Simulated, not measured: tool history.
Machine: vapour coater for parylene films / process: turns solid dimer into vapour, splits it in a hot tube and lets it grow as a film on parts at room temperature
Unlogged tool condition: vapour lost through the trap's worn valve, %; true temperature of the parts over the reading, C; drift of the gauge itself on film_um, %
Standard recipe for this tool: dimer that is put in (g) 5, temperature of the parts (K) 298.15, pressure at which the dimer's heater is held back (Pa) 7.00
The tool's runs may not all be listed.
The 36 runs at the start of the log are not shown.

run	day	dimer that is put in (g)	temperature of the parts (K)	pressure at which the dimer's heater is held back (Pa)	hours of work since the trap's valve was overhauled	hours of work since the table's thermometer was calibrated	thickness of the film (um)
37	22.208	6	298.15	4.46	471	806	2.559
38	22.983	6	298.15	4.46	488	823	2.561
39	23.342	8	298.15	4.46	495	830	3.409
40	23.842	3	301.15	2.13	506	841	1.325
41	24.288	5	301.15	2.13	515	850	2.216
42	25.029	5	309.15	7.00	531	866	1.313
43	25.817	3	296.15	7.25	548	883	1.245
44	26.517	4	292.15	7.00	563	898	1.930
45	26.975	8	302.15	2.97	572	908	3.192
46	27.688	8	302.15	2.97	588	923	3.186

Below are 5 alternative next runs, each starting from the tool's condition after run 46. Predict each:
A	28.471	8	303.15	11.53	604	939	?
B	28.471	8	302.15	4.32	604	939	?
C	28.471	9	298.15	2.79	604	939	?
D	28.471	8	300.15	2.97	604	939	?
E	28.471	7	300.15	2.49	604	939	?

run	thickness of the film (um)
A	2.347
B	2.956
C	4.170
D	3.416
E	3.105
Take away the tool's hidden state, keep each run's random variation, and the runs would have read:
run	thickness of the film (um)
A	2.382
B	3.000
C	4.231
D	3.466
E	3.150
